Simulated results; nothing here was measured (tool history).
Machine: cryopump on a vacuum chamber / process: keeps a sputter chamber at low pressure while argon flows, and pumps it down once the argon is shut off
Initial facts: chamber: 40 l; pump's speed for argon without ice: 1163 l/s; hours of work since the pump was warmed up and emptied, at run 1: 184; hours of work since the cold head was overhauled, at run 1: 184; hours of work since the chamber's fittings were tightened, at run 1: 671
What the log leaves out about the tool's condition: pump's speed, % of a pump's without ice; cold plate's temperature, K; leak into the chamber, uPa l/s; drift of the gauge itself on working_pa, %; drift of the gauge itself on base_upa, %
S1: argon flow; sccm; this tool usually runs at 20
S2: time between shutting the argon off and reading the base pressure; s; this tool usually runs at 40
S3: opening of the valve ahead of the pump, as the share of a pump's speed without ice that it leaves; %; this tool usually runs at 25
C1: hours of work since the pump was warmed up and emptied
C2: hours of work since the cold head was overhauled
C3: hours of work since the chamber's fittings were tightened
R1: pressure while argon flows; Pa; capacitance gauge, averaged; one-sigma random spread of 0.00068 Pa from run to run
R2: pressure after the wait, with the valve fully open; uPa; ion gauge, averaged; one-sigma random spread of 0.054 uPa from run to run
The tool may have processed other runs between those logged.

| run | hour | S1 | S2 | S3 | C1 | C2 | C3 | R1 | R2 |
|---|---|---|---|---|---|---|---|---|---|
| 1 | 0 | 20 | 40 | 25 | 184 | 184 | 671 | 0.1191 | 4.19 |
| 2 | 14.2 | 14 | 40 | 25 | 197 | 197 | 684 | 0.0822 | 4.2 |
| 3 | 31.4 | 14 | 48 | 25 | 212 | 212 | 699 | 0.0824 | 3.82 |
| 4 | 41.9 | 20 | 40 | 25 | 221 | 221 | 708 | 0.1194 | 4.31 |
| 5 | 53.3 | 20 | 40 | 25 | 231 | 231 | 718 | 0.1172 | 4.32 |
| 6 | 71.4 | 20 | 40 | 25 | 248 | 248 | 735 | 0.1175 | 4.33 |
| 7 | 79.1 | 20 | 40 | 25 | 254 | 254 | 741 | 0.1184 | 4.32 |
| 8 | 97.6 | 20 | 40 | 25 | 271 | 271 | 758 | 0.1187 | 4.28 |
| 9 | 107 | 20 | 297 | 25 | 279 | 279 | 766 | 0.1186 | 1.73 |
| 10 | 116.9 | 20 | 297 | 25 | 288 | 288 | 775 | 0.1187 | 1.74 |
| 11 | 128 | 20 | 113 | 25 | 298 | 298 | 785 | 0.1184 | 2.44 |
| 12 | 136.2 | 20 | 113 | 25 | 305 | 305 | 792 | 0.1184 | 2.54 |
| 13 | 144.9 | 20 | 113 | 25 | 313 | 313 | 800 | 0.1195 | 2.51 |
| 14 | 160.6 | 20 | 113 | 25 | 327 | 327 | 814 | 0.119 | 2.41 |
| 15 | 177.7 | 20 | 113 | 25 | 342 | 342 | 829 | 0.1196 | 2.46 |
| 16 | 189.2 | 34 | 203 | 29 | 353 | 353 | 840 | 0.1739 | 2.01 |
| 17 | 199.3 | 10 | 203 | 29 | 362 | 362 | 849 | 0.0515 | 2.09 |
| 18 | 209.6 | 20 | 78 | 37 | 371 | 371 | 858 | 0.082 | 3.13 |
| 19 | 226.5 | 20 | 78 | 37 | 386 | 386 | 873 | 0.0806 | 3.12 |
| 20 | 237.1 | 18 | 97 | 37 | 395 | 395 | 882 | 0.0735 | 2.82 |
| 21 | 251.1 | 20 | 190 | 18 | 408 | 408 | 895 | 0.165 | 2.2 |
| 22 | 262.8 | 23 | 190 | 40 | 418 | 418 | 905 | 0.0871 | 2.12 |
| 23 | 278 | 25 | 40 | 25 | 432 | 432 | 919 | 0.1506 | 4.64 |
| 24 | 295 | 25 | 40 | 25 | 447 | 447 | 934 | 0.1512 | 4.68 |
| 25 | 309.5 | 34 | 125 | 25 | 460 | 460 | 947 | 0.2049 | 2.64 |
| 26 | 323.2 | 20 | 117 | 35 | 472 | 472 | 959 | 0.0866 | 2.75 |
| 27 | 339.3 | 20 | 117 | 35 | 486 | 486 | 973 | 0.0868 | 2.75 |
| 28 | 357.2 | 30 | 117 | 35 | 502 | 502 | 989 | 0.1309 | 2.74 |

What if the next run were any one of these 5? Each begins from the tool's condition after run 28:
| A | 369.6 | 10 | 118 | 53 | 513 | 513 | 1000 | ? | ? |
| B | 369.6 | 17 | 239 | 29 | 513 | 513 | 1000 | ? | ? |
| C | 369.6 | 30 | 142 | 20 | 513 | 513 | 1000 | ? | ? |
| D | 369.6 | 18 | 117 | 35 | 513 | 513 | 1000 | ? | ? |
| E | 369.6 | 18 | 26 | 51 | 513 | 513 | 1000 | ? | ? |

| run | R1 | R2 |
|---|---|---|
| A | 0.0283 | 2.75 |
| B | 0.0882 | 2.16 |
| C | 0.2245 | 2.61 |
| D | 0.0788 | 2.94 |
| E | 0.0555 | 6.4 |
The same runs, with their run-to-run variation unchanged, on a tool lacking any hidden condition would have given:
| run | R1 | R2 |
|---|---|---|
| A | 0.0262 | 1.29 |
| B | 0.0847 | 0.72 |
| C | 0.2182 | 1.12 |
| D | 0.075 | 1.39 |
| E | 0.0517 | 4.93 |
